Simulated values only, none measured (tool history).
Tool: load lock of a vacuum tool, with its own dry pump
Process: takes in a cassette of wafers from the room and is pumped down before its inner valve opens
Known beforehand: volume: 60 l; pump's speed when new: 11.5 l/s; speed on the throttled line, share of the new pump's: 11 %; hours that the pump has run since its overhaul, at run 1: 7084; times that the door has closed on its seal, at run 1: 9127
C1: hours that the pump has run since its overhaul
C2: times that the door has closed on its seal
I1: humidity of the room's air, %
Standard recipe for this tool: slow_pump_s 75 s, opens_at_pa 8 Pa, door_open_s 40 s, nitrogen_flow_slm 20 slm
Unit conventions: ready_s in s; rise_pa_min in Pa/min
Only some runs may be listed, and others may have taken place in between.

run 1 hour=0 | slow_pump_s=75 opens_at_pa=8 door_open_s=40 nitrogen_flow_slm=20 | C1=7084 C2=9127 | I1=46.1 | ready_s=121.5 rise_pa_min=0.067
run 2 hour=150 | slow_pump_s=75 opens_at_pa=8 door_open_s=40 nitrogen_flow_slm=20 | C1=7234 C2=9815 | I1=46 | ready_s=122.8 rise_pa_min=0.071
run 3 hour=256.5 | slow_pump_s=75 opens_at_pa=8 door_open_s=40 nitrogen_flow_slm=20 | C1=7340 C2=10304 | I1=47.5 | ready_s=122.3 rise_pa_min=0.079
run 4 hour=343.1 | slow_pump_s=75 opens_at_pa=8 door_open_s=131 nitrogen_flow_slm=20 | C1=7427 C2=10702 | I1=44.2 | ready_s=120.7 rise_pa_min=0.104
run 5 hour=489.5 | slow_pump_s=70 opens_at_pa=8 door_open_s=40 nitrogen_flow_slm=20 | C1=7573 C2=11374 | I1=41.3 | ready_s=119 rise_pa_min=0.077
run 6 hour=608.8 | slow_pump_s=70 opens_at_pa=8 door_open_s=40 nitrogen_flow_slm=20 | C1=7692 C2=11922 | I1=45.5 | ready_s=117.4 rise_pa_min=0.083
run 7 hour=680.3 | slow_pump_s=70 opens_at_pa=8 door_open_s=40 nitrogen_flow_slm=20 | C1=7764 C2=12250 | I1=46.4 | ready_s=116.7 rise_pa_min=0.085
run 8 hour=811.4 | slow_pump_s=75 opens_at_pa=8 door_open_s=40 nitrogen_flow_slm=20 | C1=7895 C2=12852 | I1=43.7 | ready_s=122.6 rise_pa_min=0.087
run 9 hour=967.6 | slow_pump_s=75 opens_at_pa=8 door_open_s=40 nitrogen_flow_slm=20 | C1=8051 C2=13569 | I1=46.3 | ready_s=122.2 rise_pa_min=0.095
run 10 hour=1075.3 | slow_pump_s=49 opens_at_pa=11 door_open_s=150 nitrogen_flow_slm=20 | C1=8159 C2=14064 | I1=48.5 | ready_s=98.1 rise_pa_min=0.131
run 11 hour=1197.2 | slow_pump_s=53 opens_at_pa=7 door_open_s=61 nitrogen_flow_slm=39 | C1=8281 C2=14623 | I1=41.7 | ready_s=104.6 rise_pa_min=0.092
run 12 hour=1360 | slow_pump_s=53 opens_at_pa=16 door_open_s=61 nitrogen_flow_slm=7 | C1=8444 C2=15371 | I1=48.2 | ready_s=99.6 rise_pa_min=0.128
run 13 hour=1498.6 | slow_pump_s=68 opens_at_pa=16 door_open_s=167 nitrogen_flow_slm=7 | C1=8582 C2=16007 | I1=44.7 | ready_s=112.5 rise_pa_min=0.163
run 14 hour=1585 | slow_pump_s=131 opens_at_pa=7 door_open_s=77 nitrogen_flow_slm=9 | C1=8669 C2=16404 | I1=44.6 | ready_s=174.1 rise_pa_min=0.131

Selected run-to-run steps in ready_s, each split into two signed amounts: the part the tool would show with no hidden state at all (from settings, incoming material and random variation), and the remainder, which goes to the hidden state together with any gauge scatter not common to the measured and the hidden-state-free results:
Hidden conditions of the tool in this case: pump's speed, % of a new pump's; leak at the door's seal, Pa l/s; drift of the gauge itself on ready_s, %; drift of the gauge itself on rise_pa_min, %.
Run 11 -> 12: opens_at_pa 7 -> 16, nitrogen_flow_slm 39 -> 7. ready_s -5 s: hidden state -0.6, all else -4.4.
Run 13 -> 14: slow_pump_s 68 -> 131, opens_at_pa 16 -> 7, door_open_s 167 -> 77, nitrogen_flow_slm 7 -> 9. ready_s +61.6 s: hidden state -0.3, all else +61.9.
